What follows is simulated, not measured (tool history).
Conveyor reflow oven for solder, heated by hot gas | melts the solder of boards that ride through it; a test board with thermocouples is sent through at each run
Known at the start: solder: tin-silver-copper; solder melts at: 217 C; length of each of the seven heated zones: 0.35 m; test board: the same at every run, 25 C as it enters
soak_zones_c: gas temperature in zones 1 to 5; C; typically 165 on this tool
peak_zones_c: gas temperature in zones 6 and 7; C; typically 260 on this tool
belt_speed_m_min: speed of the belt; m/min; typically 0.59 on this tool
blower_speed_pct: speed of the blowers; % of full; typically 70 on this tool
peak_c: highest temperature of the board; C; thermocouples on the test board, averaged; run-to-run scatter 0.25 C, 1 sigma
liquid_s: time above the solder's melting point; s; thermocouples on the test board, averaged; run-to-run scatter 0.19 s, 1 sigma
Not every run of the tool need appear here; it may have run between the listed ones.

Run 1, hour 0: usual settings. Result: peak_c 247 C, liquid_s 48.1 s.
Run 2, hour 15.3: usual settings. Result: peak_c 247.5 C, liquid_s 48.4 s.
Run 3, hour 47.3: usual settings. Result: peak_c 247.6 C, liquid_s 47.7 s.
Run 4, hour 65.7: usual settings but peak_zones_c 264 C. Result: peak_c 250.6 C, liquid_s 50.9 s.
At hour 96.9: belt drive overhauled, speed set with a stopwatch.
Run 5, hour 100.2: usual settings but peak_zones_c 264 C. Result: peak_c 250 C, liquid_s 49.5 s.
Run 6, hour 127.1: usual settings. Result: peak_c 246.8 C, liquid_s 47.2 s.
Run 7, hour 150.1: usual settings. Result: peak_c 246.8 C, liquid_s 47 s.
Run 8, hour 178.7: usual settings. Result: peak_c 247 C, liquid_s 47.2 s.
Run 9, hour 202.9: usual settings. Result: peak_c 247 C, liquid_s 46.8 s.
Run 10, hour 229: usual settings. Result: peak_c 247.1 C, liquid_s 46.8 s.
Run 11, hour 259.8: usual settings. Result: peak_c 246.7 C, liquid_s 46.6 s.
Run 12, hour 274.1: usual settings. Result: peak_c 246.9 C, liquid_s 47 s.
Run 13, hour 291: usual settings. Result: peak_c 246.1 C, liquid_s 46.7 s.
Run 14, hour 314.6: usual settings. Result: peak_c 246.1 C, liquid_s 46.7 s.
Run 15, hour 329.5: usual settings. Result: peak_c 246.3 C, liquid_s 46.6 s.
At hour 353.9: flux residue cleaned out of gas plates and filters.
Run 16, hour 365.5: usual settings but peak_zones_c 265 C, belt_speed_m_min 0.631 m/min, blower_speed_pct 65 % of full. Result: peak_c 249.4 C, liquid_s 44.7 s.
Run 17, hour 379.7: usual settings but peak_zones_c 272 C, belt_speed_m_min 0.631 m/min, blower_speed_pct 79 % of full. Result: peak_c 258.7 C, liquid_s 51.3 s.
Run 18, hour 408.5: usual settings but peak_zones_c 272 C, belt_speed_m_min 0.631 m/min, blower_speed_pct 79 % of full. Result: peak_c 258.4 C, liquid_s 50.9 s.
Run 19, hour 439.9: usual settings but soak_zones_c 163 C, peak_zones_c 272 C, belt_speed_m_min 0.631 m/min, blower_speed_pct 80 % of full. Result: peak_c 258.1 C, liquid_s 50.7 s.
Run 20, hour 458.4: usual settings but soak_zones_c 154 C, peak_zones_c 272 C, belt_speed_m_min 0.631 m/min, blower_speed_pct 80 % of full. Result: peak_c 256.8 C, liquid_s 47.7 s.
Run 21, hour 488.6: usual settings but soak_zones_c 154 C, peak_zones_c 272 C, belt_speed_m_min 0.631 m/min, blower_speed_pct 80 % of full. Result: peak_c 257 C, liquid_s 47.5 s.
Run 22, hour 504.7: usual settings but soak_zones_c 152 C, peak_zones_c 262 C, belt_speed_m_min 0.689 m/min. Result: peak_c 241.6 C, liquid_s 32.3 s.
Run 23, hour 537.5: usual settings but soak_zones_c 166 C, peak_zones_c 270 C, belt_speed_m_min 0.7 m/min, blower_speed_pct 69 % of full. Result: peak_c 250.5 C, liquid_s 41.2 s.
Run 24, hour 562.8: usual settings but peak_zones_c 275 C, belt_speed_m_min 0.684 m/min. Result: peak_c 255.4 C, liquid_s 45 s.
Run 25, hour 578.2: usual settings but peak_zones_c 259 C, belt_speed_m_min 0.684 m/min, blower_speed_pct 69 % of full. Result: peak_c 241.6 C, liquid_s 35.9 s.
Run 26, hour 608.8: usual settings but soak_zones_c 178 C, peak_zones_c 253 C, belt_speed_m_min 0.533 m/min, blower_speed_pct 69 % of full. Result: peak_c 245.8 C, liquid_s 57.6 s.
Run 27, hour 624.5: usual settings but blower_speed_pct 52 % of full. Result: peak_c 243.1 C, liquid_s 42.3 s.
Run 28, hour 651.3: usual settings but blower_speed_pct 52 % of full. Result: peak_c 243.2 C, liquid_s 42.8 s.
Run 29, hour 675.3: usual settings but blower_speed_pct 52 % of full. Result: peak_c 243.5 C, liquid_s 42.7 s.
Run 30, hour 689.5: usual settings but soak_zones_c 176 C, belt_speed_m_min 0.569 m/min. Result: peak_c 250 C, liquid_s 55.8 s.

Pick out some run-to-run changes in peak_c. Of each, how much would a tool without hidden state show as well, from the settings, what came in and chance, and how much is left for the hidden state and any gauge scatter not in both results compared?
Unlogged tool condition in this case: heat that the gas passes to the board, % of a clean oven's; belt's true speed, % of the reading; true gas temperature in zones 6 and 7 over the reading, C; drift of the gauge itself on peak_c, C; drift of the gauge itself on liquid_s, %.
Run 4 -> 5: belt drive overhauled, speed set with a stopwatch. peak_c -0.6 C: hidden state -0.5, all else -0.1.
Run 15 -> 16: peak_zones_c 260 -> 265, belt_speed_m_min 0.59 -> 0.631, blower_speed_pct 70 -> 65, flux residue cleaned out of gas plates and filters. peak_c +3.1 C: hidden state +1.2, all else +1.9.
Run 16 -> 17: peak_zones_c 265 -> 272, blower_speed_pct 65 -> 79. peak_c +9.3 C: hidden state +0.1, all else +9.2.
Run 21 -> 22: soak_zones_c 154 -> 152, peak_zones_c 272 -> 262, belt_speed_m_min 0.631 -> 0.689, blower_speed_pct 80 -> 70. peak_c -15.4 C: hidden state -0.1, all else -15.3.
Run 24 -> 25: peak_zones_c 275 -> 259, blower_speed_pct 70 -> 69. peak_c -13.8 C: hidden state +0.1, all else -13.9.
Run 25 -> 26: soak_zones_c 165 -> 178, peak_zones_c 259 -> 253, belt_speed_m_min 0.684 -> 0.533. peak_c +4.2 C: hidden state +0.6, all else +3.6.
